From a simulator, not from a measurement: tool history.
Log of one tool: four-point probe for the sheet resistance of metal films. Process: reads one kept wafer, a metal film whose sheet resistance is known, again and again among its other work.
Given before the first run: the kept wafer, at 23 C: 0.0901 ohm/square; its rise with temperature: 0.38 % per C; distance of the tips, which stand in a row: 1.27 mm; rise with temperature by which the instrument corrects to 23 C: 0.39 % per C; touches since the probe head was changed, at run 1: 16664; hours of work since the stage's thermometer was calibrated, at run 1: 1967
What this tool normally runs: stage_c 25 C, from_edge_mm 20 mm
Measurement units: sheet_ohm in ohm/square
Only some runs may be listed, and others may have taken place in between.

run    hour  stage_c  from_edge_mm  touches since the probe head was changed  hours of work since the stage's thermometer was calibrated  sheet_ohm
  1       0       25            20                                     16664                                                        1967    0.09098
  2      62       25            20                                     17330                                                        1994   0.091046
  3   134.7       25            20                                     18110                                                        2027   0.091005
  4   188.7       25            20                                     18690                                                        2051   0.091004
      195.8  -- stage's thermometer calibrated
  5   230.1       25            20                                     19129                                                          15   0.090814
  6   281.7       20            20                                     19683                                                          38   0.090825
  7   326.9       20            20                                     20168                                                          59   0.090822
  8   372.1       25            62                                     20654                                                          79    0.09066
  9     420       25            62                                     21167                                                         100   0.090628
 10   473.9       25            62                                     21746                                                         124   0.090663
 11     524       25            62                                     22284                                                         147    0.09067
 12   572.7       26            20                                     22806                                                         169   0.090827
 13   631.9       25            52                                     23442                                                         195   0.090694
 14   713.8       20            20                                     24321                                                         232   0.090862
 15     785       20            20                                     25085                                                         264   0.090897
 16   850.7       20            20                                     25790                                                         293   0.090886
 17   902.9       20            20                                     26351                                                         316    0.09091
 18   974.2       25            65                                     27116                                                         348   0.090736
 19  1017.2       25            14                                     27578                                                         367   0.091099
 20  1054.6       25            14                                     27979                                                         384   0.091104
 21  1087.7       25            14                                     28334                                                         399   0.091115
 22    1131       33            20                                     28800                                                         418    0.09091
 23  1211.1       25            33                                     29659                                                         454   0.090803
 24  1261.4       27            13                                     30199                                                         477   0.091216
 25  1300.4       21            10                                     30618                                                         494   0.091495
 26  1359.6       21            10                                     31254                                                         521    0.09154
 27  1422.5       19             5                                     31929                                                         549   0.093791
 28  1477.1       19             5                                     32514                                                         573    0.09379
 29    1535       19            11                                     33136                                                         599   0.091427
 30  1602.7       21             4                                     33863                                                         629   0.095436
 31  1653.6       21             4                                     34410                                                         652   0.095444
 32  1735.4       31            17                                     35287                                                         689    0.09105
 33  1801.2       29            50                                     35994                                                         718   0.090787
 34  1880.7       22            62                                     36848                                                         754   0.090848
 35  1947.7       22            62                                     37567                                                         784   0.090824
 36    2002       28            28                                     38149                                                         808   0.090908
 37    2039       28            28                                     38546                                                         824   0.090917
 38  2109.1       28            28                                     39299                                                         856   0.090942
 39  2151.2       28            28                                     39751                                                         875    0.09093
 40  2214.1       28            28                                     40426                                                         903   0.090956
 41    2278       28            28                                     41113                                                         931   0.090926
 42  2346.9       31            20                                     41851                                                         962   0.091041
 43  2422.9       22             8                                     42668                                                         996   0.092085
 44  2472.7       28            13                                     43202                                                        1018   0.091317

Each row is a separate what-if for the run after 44, all from the same tool condition, not one after another. Results?
  A  2527.3       29            20                                     43788                                                        1043          ?
  B  2527.3       28            31                                     43788                                                        1043          ?
  C  2527.3       28             5                                     43788                                                        1043          ?
  D  2527.3       18             8                                     43788                                                        1043          ?
  E  2527.3       34            52                                     43788                                                        1043          ?

run  sheet_ohm
  A    0.09103
  B   0.090941
  C   0.093921
  D   0.092113
  E   0.090912
Without the tool's unlogged condition, the same runs would have read:
run  sheet_ohm
  A   0.090245
  B   0.090157
  C   0.093113
  D   0.091314
  E   0.090131
